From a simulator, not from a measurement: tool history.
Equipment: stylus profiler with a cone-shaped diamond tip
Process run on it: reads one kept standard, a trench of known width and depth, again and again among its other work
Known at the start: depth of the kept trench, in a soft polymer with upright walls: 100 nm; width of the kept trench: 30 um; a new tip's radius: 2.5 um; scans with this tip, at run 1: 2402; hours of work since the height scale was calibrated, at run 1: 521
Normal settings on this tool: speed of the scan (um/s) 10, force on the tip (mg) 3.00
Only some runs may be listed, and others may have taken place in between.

run    hour  speed of the scan (um/s)  force on the tip (mg)  scans with this tip  hours of work since the height scale was calibrated  depth of the trench (angstrom)  width of the trench's floor (nm)
  1     0.0                        10                   3.00                 2402                                                  521                          1004.6                             28130
  2    46.7                        10                   3.00                 2535                                                  550                          1004.4                             28150
  3   101.8                        23                   3.00                 2692                                                  584                          1003.5                             28030
  4   152.0                         5                   3.00                 2835                                                  615                          1003.5                             28070
  5   176.9                         5                   3.00                 2906                                                  630                          1003.9                             28140
  6   226.5                         5                   3.00                 3047                                                  661                          1004.3                             28070
  7   269.3                         5                   3.00                 3168                                                  687                          1003.6                             28090
  8   306.8                        28                   3.00                 3275                                                  710                          1003.7                             28010
  9   352.4                        28                   3.00                 3405                                                  739                          1002.9                             28000
 10   407.6                        10                   3.00                 3561                                                  773                          1004.3                             27980
 11   432.8                        10                   1.07                 3633                                                  788                          1000.4                             28000
 12   476.0                        10                   1.07                 3756                                                  815                          1000.4                             27980
 13   528.0                        10                   3.00                 3904                                                  847                          1003.4                             27930
 14   555.2                        10                   3.00                 3981                                                  864                          1002.7                             27970
 15   578.1                         5                   1.59                 4046                                                  878                          1000.7                             28010
 16   632.3                         5                   1.59                 4200                                                  911                          1000.7                             27940
 17   688.6                        35                   3.00                 4360                                                  946                          1002.8                             27800
 18   727.0                         9                   2.13                 4470                                                  970                          1001.8                             27880
 19   760.3                         6                   6.85                 4564                                                  990                          1006.7                             27950
 20   812.6                         6                   6.85                 4713                                                 1022                          1006.9                             27910
 21   860.0                        28                   4.29                 4848                                                 1052                          1003.8                             27850
 22   905.5                        21                   3.77                 4977                                                 1080                          1003.7                             27860
 23   937.2                         3                   8.53                 5068                                                 1099                          1008.6                             27940
 24   986.9                        11                   3.45                 5209                                                 1130                          1003.2                             27840
 25  1013.3                        11                   3.45                 5284                                                 1146                          1002.4                             27800
 26  1063.5                         4                   1.83                 5427                                                 1177                          1000.1                             27790
 27  1094.6                        15                   6.32                 5515                                                 1196                          1005.8                             27790
 28  1122.2                        15                   6.32                 5593                                                 1213                          1006.7                             27790

Below, some changes in depth of the trench (angstrom) between adjacent runs. For each, the amount present without the hidden state too (settings, incoming material, random variation) and the amount remaining for the hidden state with gauge scatter not shared by both compared results:
The tool's hidden condition here consists of: radius of the tip, um; height scale over the true one, %; drift of the gauge itself on depth_nm, %; drift of the gauge itself on floor_um, %.
Run 2 -> 3: speed of the scan (um/s) 10 -> 23. depth of the trench (angstrom) -0.9: hidden state -0.2, all else -0.7.
Run 12 -> 13: force on the tip (mg) 1.07 -> 3.00. depth of the trench (angstrom) +3.0: hidden state -0.2, all else +3.2.
Run 23 -> 24: speed of the scan (um/s) 3 -> 11, force on the tip (mg) 8.53 -> 3.45. depth of the trench (angstrom) -5.4: hidden state -0.2, all else -5.2.
Run 26 -> 27: speed of the scan (um/s) 4 -> 15, force on the tip (mg) 1.83 -> 6.32. depth of the trench (angstrom) +5.7: hidden state -0.2, all else +5.9.
